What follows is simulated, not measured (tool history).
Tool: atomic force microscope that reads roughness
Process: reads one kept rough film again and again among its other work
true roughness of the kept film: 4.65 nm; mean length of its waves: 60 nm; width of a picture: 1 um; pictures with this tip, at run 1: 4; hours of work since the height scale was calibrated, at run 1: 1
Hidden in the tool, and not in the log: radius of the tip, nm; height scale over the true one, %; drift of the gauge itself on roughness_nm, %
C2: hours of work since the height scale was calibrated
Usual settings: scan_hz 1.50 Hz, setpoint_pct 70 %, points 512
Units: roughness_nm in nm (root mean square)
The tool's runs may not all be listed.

Run 1, hour 0.0: usual settings; pictures with this tip 4; C2 1. Result: roughness_nm 4.361 nm (root mean square).
Run 2, hour 7.8: usual settings but scan_hz 0.73 Hz; pictures with this tip 14; C2 6. Result: roughness_nm 4.424 nm (root mean square).
Run 3, hour 15.0: usual settings but scan_hz 1.76 Hz; pictures with this tip 24; C2 10. Result: roughness_nm 4.279 nm (root mean square).
Run 4, hour 29.7: usual settings but scan_hz 1.76 Hz; pictures with this tip 44; C2 19. Result: roughness_nm 4.309 nm (root mean square).
Run 5, hour 42.6: usual settings but points 497; pictures with this tip 61; C2 27. Result: roughness_nm 4.278 nm (root mean square).
Run 6, hour 49.8: usual settings but scan_hz 2.02 Hz, points 497; pictures with this tip 71; C2 31. Result: roughness_nm 4.240 nm (root mean square).
Run 7, hour 64.0: usual settings but scan_hz 2.02 Hz, points 497; pictures with this tip 90; C2 40. Result: roughness_nm 4.221 nm (root mean square).
Run 8, hour 74.0: usual settings but scan_hz 2.02 Hz, points 497; pictures with this tip 104; C2 46. Result: roughness_nm 4.210 nm (root mean square).
Run 9, hour 86.1: usual settings but scan_hz 2.02 Hz, points 497; pictures with this tip 120; C2 53. Result: roughness_nm 4.209 nm (root mean square).
Run 10, hour 95.4: usual settings but scan_hz 2.02 Hz, points 497; pictures with this tip 133; C2 58. Result: roughness_nm 4.165 nm (root mean square).
Run 11, hour 109.6: usual settings but scan_hz 2.02 Hz, points 497; pictures with this tip 152; C2 67. Result: roughness_nm 4.128 nm (root mean square).
Run 12, hour 117.7: usual settings but scan_hz 1.09 Hz, setpoint_pct 76 %, points 392; pictures with this tip 163; C2 72. Result: roughness_nm 4.135 nm (root mean square).
Run 13, hour 128.3: usual settings but scan_hz 1.32 Hz, setpoint_pct 56 %; pictures with this tip 177; C2 78. Result: roughness_nm 4.196 nm (root mean square).
Run 14, hour 141.2: usual settings but scan_hz 1.32 Hz, setpoint_pct 56 %; pictures with this tip 194; C2 86. Result: roughness_nm 4.207 nm (root mean square).
Run 15, hour 151.1: usual settings but scan_hz 3.74 Hz, setpoint_pct 90 %; pictures with this tip 208; C2 92. Result: roughness_nm 3.553 nm (root mean square).
Run 16, hour 163.9: usual settings but scan_hz 0.50 Hz, points 411; pictures with this tip 225; C2 100. Result: roughness_nm 4.158 nm (root mean square).
Run 17, hour 178.2: usual settings but scan_hz 3.48 Hz, setpoint_pct 69 %, points 300; pictures with this tip 244; C2 108. Result: roughness_nm 3.918 nm (root mean square).
Run 18, hour 188.0: usual settings but scan_hz 2.70 Hz, setpoint_pct 56 %, points 302; pictures with this tip 257; C2 114. Result: roughness_nm 4.073 nm (root mean square).
Run 19, hour 199.0: usual settings but scan_hz 1.16 Hz, setpoint_pct 62 %; pictures with this tip 272; C2 121. Result: roughness_nm 4.108 nm (root mean square).
At hour 201.6: new tip fitted.
Run 20, hour 213.6: usual settings but scan_hz 2.72 Hz; pictures with this tip 16; C2 129. Result: roughness_nm 4.257 nm (root mean square).

4 ways to go on from here, each from the tool as it stands after run 20. What would each give?
Run A, hour 226.2: usual settings but scan_hz 1.92 Hz; pictures with this tip 33; C2 137. Result: roughness_nm ?.
Run B, hour 226.2: usual settings but scan_hz 2.72 Hz, setpoint_pct 67 %, points 494; pictures with this tip 33; C2 137. Result: roughness_nm ?.
Run C, hour 226.2: usual settings but scan_hz 0.78 Hz, setpoint_pct 79 %, points 780; pictures with this tip 33; C2 137. Result: roughness_nm ?.
Run D, hour 226.2: usual settings but scan_hz 1.61 Hz, setpoint_pct 56 %, points 504; pictures with this tip 33; C2 137. Result: roughness_nm ?.

run  roughness_nm
  A         4.255
  B         4.247
  C         4.346
  D         4.394
Without the tool's hidden state the same runs would have given:
run  roughness_nm
  A         4.312
  B         4.304
  C         4.404
  D         4.453

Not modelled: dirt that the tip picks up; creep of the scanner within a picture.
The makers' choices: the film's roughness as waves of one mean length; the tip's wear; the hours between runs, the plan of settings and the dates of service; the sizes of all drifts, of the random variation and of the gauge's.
